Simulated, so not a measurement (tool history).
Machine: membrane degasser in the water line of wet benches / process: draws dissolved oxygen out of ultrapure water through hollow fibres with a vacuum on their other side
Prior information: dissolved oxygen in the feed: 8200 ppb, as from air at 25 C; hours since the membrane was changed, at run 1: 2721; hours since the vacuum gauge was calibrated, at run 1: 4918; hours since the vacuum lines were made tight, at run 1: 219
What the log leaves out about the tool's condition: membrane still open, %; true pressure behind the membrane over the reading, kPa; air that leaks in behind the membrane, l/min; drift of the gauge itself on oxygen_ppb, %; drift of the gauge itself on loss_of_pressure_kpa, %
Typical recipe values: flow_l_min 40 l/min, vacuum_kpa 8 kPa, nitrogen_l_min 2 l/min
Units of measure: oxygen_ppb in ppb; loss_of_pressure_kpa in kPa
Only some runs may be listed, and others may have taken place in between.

run	hour	flow_l_min	vacuum_kpa	nitrogen_l_min	hours since the membrane was changed	hours since the vacuum gauge was calibrated	hours since the vacuum lines were made tight	oxygen_ppb	loss_of_pressure_kpa
1	0	40	8	2	2721	4918	219	341.8	67.28
2	60.4	40	8	2	2782	4979	280	340.3	66.92
3	143.5	40	8	2	2865	5062	363	345.4	66.99
4	188.4	40	8	2	2910	5107	408	346.6	67.49
5	261.2	40	8	2	2982	5179	481	341.5	67.56
6	317.4	40	6.14	2	3039	5236	537	267.1	67.65
7	369.9	38	8	2	3091	5288	589	321.6	63.76
8	458.6	40	8	5.33	3180	5377	678	221.2	67.92
9	519	40	8	5.33	3240	5437	738	217.5	68.02
10	596.4	40	8	2	3318	5515	816	348.8	67.17
11	676.9	40	8	2	3398	5595	896	355.5	67.82
12	761.3	40	8	2	3482	5680	981	352.9	67.17
13	812.1	40	8	2	3533	5730	1032	352.6	67.23
14	891.5	40	8	2	3613	5810	1111	356.2	67.54
15	962.3	40	8	2	3684	5881	1182	356.3	68.24
# hour 1000.1: vacuum gauge calibrated
16	1005.4	40	8	2	3726	5	1224	347.1	68.02
17	1073.6	45	14.39	2	3794	73	1293	700.5	77.11
18	1132.2	45	14.39	2	3853	132	1351	703.9	76.31
19	1197.3	45	14.39	2	3918	197	1416	702.9	76.13
20	1284.7	45	14.39	2	4005	285	1504	700.2	76.66
21	1371.6	37	10.4	5.01	4092	372	1591	230.4	63.31
22	1455.8	59	7.17	3.86	4177	456	1675	523.1	100.9
23	1516.7	59	7.17	3.86	4237	517	1736	528.8	100.69
24	1619	40	8	4.86	4340	619	1838	233.9	68.52
25	1707.4	34	15.58	3.13	4428	707	1926	383.6	58.05
26	1799.8	44	15.58	3.22	4521	800	2019	555.7	75.75
27	1861	26	17.23	2.38	4582	861	2080	375.3	44.7
28	1909.9	34	10.77	3.85	4631	910	2129	240.9	58.33
29	1962.1	40	8.11	2	4683	962	2181	353.5	68.72
30	2050.9	38	6.25	2	4772	1051	2270	255.6	65.48
31	2104.1	38	17.72	1.28	4825	1104	2323	932.8	64.9
32	2169.6	54	8	5.55	4890	1169	2389	438.9	93.39

Forecast each of these 3 alternatives for the next run:
A	2266.7	54	10.85	5.55	4987	1267	2486	?	?
B	2266.7	40	6.12	2.22	4987	1267	2486	?	?
C	2266.7	43	8	4.22	4987	1267	2486	?	?

run	oxygen_ppb	loss_of_pressure_kpa
A	490.6	93.09
B	267.5	68.85
C	289.9	73.81
With the hidden condition removed and each run's random variation left untouched, the same runs would have given:
run	oxygen_ppb	loss_of_pressure_kpa
A	427.2	87.36
B	228.3	64.6
C	247.8	69.26

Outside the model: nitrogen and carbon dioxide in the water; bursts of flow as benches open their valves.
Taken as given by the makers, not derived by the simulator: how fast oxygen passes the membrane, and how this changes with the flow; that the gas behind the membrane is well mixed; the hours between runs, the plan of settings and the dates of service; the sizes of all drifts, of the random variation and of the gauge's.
